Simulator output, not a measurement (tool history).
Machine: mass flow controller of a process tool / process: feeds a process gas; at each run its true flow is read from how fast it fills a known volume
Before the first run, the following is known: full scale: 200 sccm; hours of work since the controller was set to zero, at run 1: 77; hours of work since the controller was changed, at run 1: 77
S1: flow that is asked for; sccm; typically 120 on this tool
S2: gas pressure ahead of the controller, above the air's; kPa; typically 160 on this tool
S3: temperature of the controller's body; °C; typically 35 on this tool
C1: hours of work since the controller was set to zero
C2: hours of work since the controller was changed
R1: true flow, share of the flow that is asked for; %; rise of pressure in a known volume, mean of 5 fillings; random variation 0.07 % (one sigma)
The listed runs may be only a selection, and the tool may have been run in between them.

run      day   S1   S2  S3    C1    C2     R1
  1        0  120  160  35    77    77   98.8
  2    3.388  120  160  35   125   125  98.68
  3    8.004  120  160  35   191   191  98.68
  4   13.979  120  243  35   276   276  97.96
  5   17.071  120  273  35   320   320  97.41
  6   22.775  120  273  35   401   401  97.32
  7   29.033  120  273  35   490   490   97.2
  8   32.638  120  273  35   542   542  97.04
  9   36.038  120  160  23   590   590  98.36
 10   42.021  120  160  23   675   675  98.03
 11   45.471  120  160  23   725   725  97.97
 12   51.767  120  160  35   814   814  97.43
 13   54.612  120  160  35   855   855  97.22
 14   59.592  120  160  35   926   926  97.07
 15   62.212  120  160  35   963   963  96.97
 16   65.471  120  160  35  1009  1009  96.99
 17   68.608  120  160  35  1054  1054   96.8
 18   73.117  120  160  35  1118  1118  96.66
 19     77.7  120  160  35  1184  1184  96.67
 20   81.692  120  160  36  1240  1240  96.49
      83.696  -- gauge calibrated
 21   84.296  120  160  36  1278  1278  98.78
 22    89.05  120  160  35  1345  1345  98.71
 23   94.908  120  160  35  1429  1429  98.52
 24  101.121  120  158  35  1517  1517  98.33
 25  106.479  120  211  25  1594  1594  98.23
 26  109.854   21  160  35  1642  1642  96.69
 27  114.029  181  264  25  1701  1701  98.38
 28  117.071  114  160  36  1744  1744  97.83
 29  121.875   43  232  38  1813  1813  95.98
 30  127.262   43  232  38  1890  1890  95.85
 31  133.229  145  141  28  1975  1975  98.18
 32  137.667  145  141  28  2038  2038  98.16
 33  143.508   69  249  26  2121  2121     96
 34  149.625   30  253  35  2208  2208  94.95
 35  155.496   30  253  35  2292  2292  94.88
 36  161.083   30  253  35  2371  2371  94.81
 37  165.558  120  148  25  2435  2435  97.06
     166.533  -- gauge calibrated
 38   169.55  120  151  32  2492  2492  98.85
 39  173.142   87  267  22  2543  2543  97.96
 40  177.508   87  267  22  2605  2605  97.71
 41  182.467   76  146  35  2676  2676  97.84
 42  186.629   28  181  25  2735  2735  97.34
 43    192.7   28  181  25  2822  2822  97.02
 44  195.796   88  234  23  2866  2866  97.22
 45  198.475   88  234  23  2904  2904  97.42
 46  203.325  173  201  30  2973  2973  98.26
 47  207.538  173  201  30  3033  3033  98.23

Branching from run 47: 4 alternative next runs. What would each branch give?
  A  212.612  173  201  35  3105  3105   ?
  B  212.612   83  201  30  3105  3105   ?
  C  212.612   56  175  26  3105  3105   ?
  D  212.612   48  196  29  3105  3105   ?

run     R1
  A  97.79
  B  96.77
  C  96.81
  D  96.61
With no hidden state in the tool, these same runs would have given:
run     R1
  A  99.13
  B  98.09
  C  98.13
  D  97.92
